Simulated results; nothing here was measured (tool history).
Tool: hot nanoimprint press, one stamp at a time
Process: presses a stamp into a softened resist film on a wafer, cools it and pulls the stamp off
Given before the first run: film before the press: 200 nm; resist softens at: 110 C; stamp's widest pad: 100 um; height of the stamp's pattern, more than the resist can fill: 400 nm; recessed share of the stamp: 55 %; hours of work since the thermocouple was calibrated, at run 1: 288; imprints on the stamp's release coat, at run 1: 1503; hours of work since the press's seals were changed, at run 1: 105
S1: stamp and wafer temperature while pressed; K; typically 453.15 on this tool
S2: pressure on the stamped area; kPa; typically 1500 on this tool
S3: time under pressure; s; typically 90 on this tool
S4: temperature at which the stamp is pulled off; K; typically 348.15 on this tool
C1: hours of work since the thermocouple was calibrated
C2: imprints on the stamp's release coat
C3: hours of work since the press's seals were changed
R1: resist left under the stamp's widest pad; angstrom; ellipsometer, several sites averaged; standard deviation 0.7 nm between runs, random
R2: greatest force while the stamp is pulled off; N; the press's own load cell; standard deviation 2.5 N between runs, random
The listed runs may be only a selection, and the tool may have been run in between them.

run	hour	S1	S2	S3	S4	C1	C2	C3	R1	R2
1	0	453.15	1500	90	348.15	288	1503	105	995	116
2	5.6	453.15	1500	69	348.15	291	1514	108	1096	117
# hour 12.7: plate thermocouple calibrated
3	13.6	453.15	1500	69	348.15	0	1524	110	1081	115
4	20.2	453.15	1500	69	348.15	3	1537	113	1103	113
5	27.3	453.15	1500	69	348.15	7	1551	116	1099	116
6	33.2	453.15	1500	93	348.15	9	1563	119	988	114
7	38.6	453.15	1550	90	348.15	12	1573	121	983	112
8	42.5	453.15	1550	90	348.15	13	1581	123	993	119
9	48.5	453.15	1500	90	348.15	16	1593	126	994	116
10	57.8	453.15	1500	90	348.15	20	1611	130	989	116
11	62.7	453.15	1500	143	348.15	23	1621	132	843	113
# hour 71.6: stamp cleaned and given a new release coat
12	73.6	453.15	1500	90	343.15	25	4	134	995	124
13	79.3	453.15	1500	90	343.15	27	15	137	1003	127
14	84.9	453.15	1500	90	343.15	30	26	139	997	122
15	93.5	453.15	1500	90	343.15	34	43	143	993	127
16	101	444.15	1500	51	346.15	37	58	146	1438	117
17	107.2	453.15	1500	163	348.15	40	70	149	817	116
18	116.6	453.15	1500	90	348.15	44	89	154	998	110
19	125.7	456.15	1500	66	348.15	48	107	158	1030	112
20	132.9	459.15	1120	142	351.15	51	121	161	853	105
21	139.2	459.15	1120	142	351.15	54	134	164	851	109
22	145.9	459.15	1120	142	351.15	57	147	167	851	103
23	150.9	460.15	1500	111	345.15	60	157	169	770	123
24	155.3	460.15	1500	111	345.15	62	166	171	772	124
25	164.7	453.15	1500	90	337.15	66	184	175	1006	141
26	171.3	454.15	1500	90	335.15	69	197	178	980	143
27	177.9	441.15	1900	89	349.15	72	210	181	1214	109
28	183.5	453.15	1030	90	345.15	74	221	184	1181	122
29	188.6	453.15	1030	117	345.15	76	232	186	1105	119
30	196.9	453.15	910	117	335.15	80	248	190	1152	152

Branching from run 30: 4 alternative next runs. What would each branch give?
A	201.4	448.15	2290	117	335.15	82	257	192	?	?
B	201.4	453.15	1240	90	348.15	82	257	192	?	?
C	201.4	447.15	1500	70	350.15	82	257	192	?	?
D	201.4	458.15	1500	51	344.15	82	257	192	?	?

run	R1	R2
A	841	149
B	1077	114
C	1247	107
D	1062	122
What these runs would have given with no unlogged condition in the tool:
run	R1	R2
A	840	149
B	1077	114
C	1247	107
D	1062	122

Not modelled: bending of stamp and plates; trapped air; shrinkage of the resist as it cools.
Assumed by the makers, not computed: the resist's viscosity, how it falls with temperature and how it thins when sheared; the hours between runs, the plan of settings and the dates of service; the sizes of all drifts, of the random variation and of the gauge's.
